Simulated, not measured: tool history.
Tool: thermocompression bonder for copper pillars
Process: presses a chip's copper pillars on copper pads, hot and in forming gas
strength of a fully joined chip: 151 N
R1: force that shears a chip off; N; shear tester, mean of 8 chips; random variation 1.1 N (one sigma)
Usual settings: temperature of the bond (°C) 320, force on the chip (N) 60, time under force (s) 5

{"run": 1, "hour": 0.0, "temperature of the bond (°C)": 320, "force on the chip (N)": 60, "time under force (s)": 5, "R1": 94.8}
{"run": 2, "hour": 33.8, "temperature of the bond (°C)": 302, "force on the chip (N)": 60, "time under force (s)": 5, "R1": 77.5}
{"run": 3, "hour": 53.4, "temperature of the bond (°C)": 302, "force on the chip (N)": 60, "time under force (s)": 5, "R1": 77.6}
{"run": 4, "hour": 95.7, "temperature of the bond (°C)": 302, "force on the chip (N)": 60, "time under force (s)": 5, "R1": 77.5}
{"run": 5, "hour": 121.1, "temperature of the bond (°C)": 302, "force on the chip (N)": 60, "time under force (s)": 5, "R1": 76.5}
{"run": 6, "hour": 152.9, "temperature of the bond (°C)": 302, "force on the chip (N)": 60, "time under force (s)": 5, "R1": 76.2}
{"run": 7, "hour": 183.5, "temperature of the bond (°C)": 302, "force on the chip (N)": 60, "time under force (s)": 5, "R1": 75.2}
{"run": 8, "hour": 225.0, "temperature of the bond (°C)": 302, "force on the chip (N)": 60, "time under force (s)": 5, "R1": 76.2}
{"hour": 244.2, "done": "force cell calibrated"}
{"run": 9, "hour": 253.0, "temperature of the bond (°C)": 302, "force on the chip (N)": 60, "time under force (s)": 5, "R1": 73.0}
{"hour": 259.2, "done": "forming gas filter changed"}
{"run": 10, "hour": 289.6, "temperature of the bond (°C)": 302, "force on the chip (N)": 60, "time under force (s)": 5, "R1": 78.1}
{"run": 11, "hour": 337.4, "temperature of the bond (°C)": 302, "force on the chip (N)": 60, "time under force (s)": 5, "R1": 76.8}

The next listed run, before its measurement:
{"run": 12, "hour": 382.6, "temperature of the bond (°C)": 326, "force on the chip (N)": 50, "time under force (s)": 5, "R1": "?"}

{"run 12": {"R1": 91.6}}
Without the tool's hidden state the same run would have given R1 96.7 N.
